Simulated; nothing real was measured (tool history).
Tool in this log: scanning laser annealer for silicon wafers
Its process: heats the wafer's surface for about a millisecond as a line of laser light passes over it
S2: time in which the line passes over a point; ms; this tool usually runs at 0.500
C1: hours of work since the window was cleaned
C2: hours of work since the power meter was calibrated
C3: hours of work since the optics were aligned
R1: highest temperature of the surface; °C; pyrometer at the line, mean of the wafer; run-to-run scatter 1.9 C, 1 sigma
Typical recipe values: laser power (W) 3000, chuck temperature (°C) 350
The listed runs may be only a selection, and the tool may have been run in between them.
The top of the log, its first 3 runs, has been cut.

Run 4, day 3.579: usual settings; C1 412; C2 733; C3 1700. Result: R1 1124 °C.
Run 5, day 5.508: usual settings; C1 431; C2 751; C3 1719. Result: R1 1124 °C.
Run 6, day 7.229: usual settings; C1 448; C2 768; C3 1735. Result: R1 1125 °C.
Run 7, day 8.433: usual settings; C1 460; C2 780; C3 1747. Result: R1 1128 °C.
Run 8, day 9.721: usual settings but laser power (W) 2845; C1 472; C2 792; C3 1760. Result: R1 1073 °C.
Run 9, day 11.425: usual settings but laser power (W) 2845; C1 489; C2 809; C3 1776. Result: R1 1078 °C.
Run 10, day 13.338: usual settings but laser power (W) 2845; C1 507; C2 828; C3 1795. Result: R1 1075 °C.
Run 11, day 15.196: usual settings but laser power (W) 2845; C1 525; C2 846; C3 1813. Result: R1 1075 °C.
Run 12, day 16.538: usual settings; C1 538; C2 859; C3 1826. Result: R1 1120 °C.
Run 13, day 17.825: usual settings but S2 0.423 ms; C1 551; C2 871; C3 1839. Result: R1 1062 °C.
At day 18.071: window over the wafer cleaned.
Run 14, day 19.500: usual settings but S2 0.423 ms; C1 14; C2 887; C3 1854. Result: R1 1047 °C.
Run 15, day 20.850: usual settings but S2 0.423 ms; C1 27; C2 900; C3 1867. Result: R1 1050 °C.
Run 16, day 21.812: usual settings; C1 36; C2 909; C3 1877. Result: R1 1107 °C.
At day 22.712: optics aligned, line set to its width.
Run 17, day 23.712: usual settings but chuck temperature (°C) 356; C1 53; C2 926; C3 10. Result: R1 1125 °C.
At day 25.083: window over the wafer cleaned, once more.
Run 18, day 25.742: usual settings but chuck temperature (°C) 356; C1 6; C2 945; C3 29. Result: R1 1150 °C.
Run 19, day 26.867: usual settings but laser power (W) 3300; C1 17; C2 956; C3 40. Result: R1 1242 °C.

The next listed run, before its measurement:
Run 20, day 28.546: usual settings but laser power (W) 2965, S2 0.424 ms; C1 34; C2 972; C3 56. Result: R1 ?.

{"run 20": {"R1": 1076}}
If the tool had no hidden condition, the same run with the same run-to-run variation would have returned R1 1078 °C.

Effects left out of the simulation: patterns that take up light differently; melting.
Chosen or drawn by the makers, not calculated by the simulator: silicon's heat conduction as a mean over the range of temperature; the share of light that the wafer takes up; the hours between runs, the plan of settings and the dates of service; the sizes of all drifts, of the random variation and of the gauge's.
